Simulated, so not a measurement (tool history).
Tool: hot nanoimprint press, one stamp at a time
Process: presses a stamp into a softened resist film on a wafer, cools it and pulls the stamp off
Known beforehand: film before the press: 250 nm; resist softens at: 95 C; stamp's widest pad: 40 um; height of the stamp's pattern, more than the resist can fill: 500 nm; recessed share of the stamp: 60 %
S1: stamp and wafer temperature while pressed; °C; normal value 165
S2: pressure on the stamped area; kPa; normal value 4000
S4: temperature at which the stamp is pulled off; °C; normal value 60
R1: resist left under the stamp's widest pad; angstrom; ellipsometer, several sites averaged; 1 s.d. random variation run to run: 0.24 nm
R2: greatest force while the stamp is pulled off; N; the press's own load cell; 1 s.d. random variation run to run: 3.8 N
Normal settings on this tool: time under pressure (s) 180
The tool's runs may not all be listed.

run 1 hour=0 | S1=165 S2=4000 time_under_pressure_(s)=180 S4=60 | R1=1080 R2=209
-- hour=18.3 press's hydraulic seals changed and the load cell set to zero
run 2 hour=54.2 | S1=165 S2=4000 time_under_pressure_(s)=180 S4=63 | R1=1083 R2=218
run 3 hour=88 | S1=165 S2=4000 time_under_pressure_(s)=180 S4=60 | R1=1084 R2=222
run 4 hour=110.3 | S1=165 S2=4000 time_under_pressure_(s)=172 S4=60 | R1=1104 R2=221
run 5 hour=135.1 | S1=165 S2=4000 time_under_pressure_(s)=180 S4=60 | R1=1086 R2=224
-- hour=151.2 stamp cleaned and given a new release coat
run 6 hour=178.4 | S1=165 S2=4000 time_under_pressure_(s)=180 S4=60 | R1=1087 R2=209
run 7 hour=199.4 | S1=165 S2=4000 time_under_pressure_(s)=108 S4=60 | R1=1308 R2=227
run 8 hour=221.8 | S1=165 S2=4000 time_under_pressure_(s)=180 S4=60 | R1=1087 R2=219
-- hour=239.2 plate thermocouple calibrated
run 9 hour=250.2 | S1=165 S2=4000 time_under_pressure_(s)=180 S4=60 | R1=1086 R2=211
run 10 hour=300.8 | S1=165 S2=4000 time_under_pressure_(s)=180 S4=60 | R1=1089 R2=219
run 11 hour=333.5 | S1=172 S2=4000 time_under_pressure_(s)=180 S4=60 | R1=883 R2=222
run 12 hour=363.9 | S1=165 S2=4000 time_under_pressure_(s)=282 S4=60 | R1=911 R2=218
-- hour=383.5 stamp cleaned and given a new release coat
run 13 hour=394.3 | S1=165 S2=4000 time_under_pressure_(s)=282 S4=60 | R1=913 R2=213
run 14 hour=421 | S1=165 S2=4000 time_under_pressure_(s)=282 S4=60 | R1=914 R2=217
run 15 hour=458.4 | S1=170 S2=4000 time_under_pressure_(s)=180 S4=56 | R1=941 R2=225
run 16 hour=498.2 | S1=170 S2=4000 time_under_pressure_(s)=180 S4=56 | R1=938 R2=229
run 17 hour=535.3 | S1=170 S2=4000 time_under_pressure_(s)=180 S4=56 | R1=939 R2=222
run 18 hour=581.9 | S1=168 S2=2640 time_under_pressure_(s)=305 S4=63 | R1=989 R2=217
-- hour=614.9 stamp cleaned and given a new release coat
run 19 hour=633.2 | S1=165 S2=4000 time_under_pressure_(s)=180 S4=59 | R1=1094 R2=218
-- hour=675.3 plate thermocouple calibrated
run 20 hour=682.4 | S1=165 S2=4950 time_under_pressure_(s)=120 S4=66 | R1=1160 R2=204
run 21 hour=708.4 | S1=165 S2=3340 time_under_pressure_(s)=336 S4=48 | R1=939 R2=233
run 22 hour=748.4 | S1=165 S2=3340 time_under_pressure_(s)=336 S4=48 | R1=935 R2=224
run 23 hour=777.6 | S1=156 S2=3490 time_under_pressure_(s)=163 S4=53 | R1=1562 R2=230
run 24 hour=821.7 | S1=156 S2=3490 time_under_pressure_(s)=163 S4=53 | R1=1565 R2=229
-- hour=849.8 stamp cleaned and given a new release coat
run 25 hour=863.6 | S1=157 S2=5440 time_under_pressure_(s)=113 S4=45 | R1=1445 R2=232
run 26 hour=887.3 | S1=158 S2=4000 time_under_pressure_(s)=180 S4=55 | R1=1358 R2=224
run 27 hour=935.3 | S1=174 S2=4000 time_under_pressure_(s)=180 S4=60 | R1=842 R2=218
run 28 hour=967.9 | S1=174 S2=4000 time_under_pressure_(s)=180 S4=60 | R1=839 R2=215

What if the next run were any one of these 3? Each begins from the tool's condition after run 28:
run A hour=1014.9 | S1=165 S2=4000 time_under_pressure_(s)=180 S4=49 | R1=? R2=?
run B hour=1014.9 | S1=170 S2=4000 time_under_pressure_(s)=139 S4=60 | R1=? R2=?
run C hour=1014.9 | S1=174 S2=3850 time_under_pressure_(s)=180 S4=57 | R1=? R2=?

run=A R1=1103 R2=225
run=B R1=1047 R2=219
run=C R1=856 R2=223
With no hidden state in the tool, these same runs would have given:
run=A R1=1088 R2=223
run=B R1=1033 R2=217
run=C R1=845 R2=221
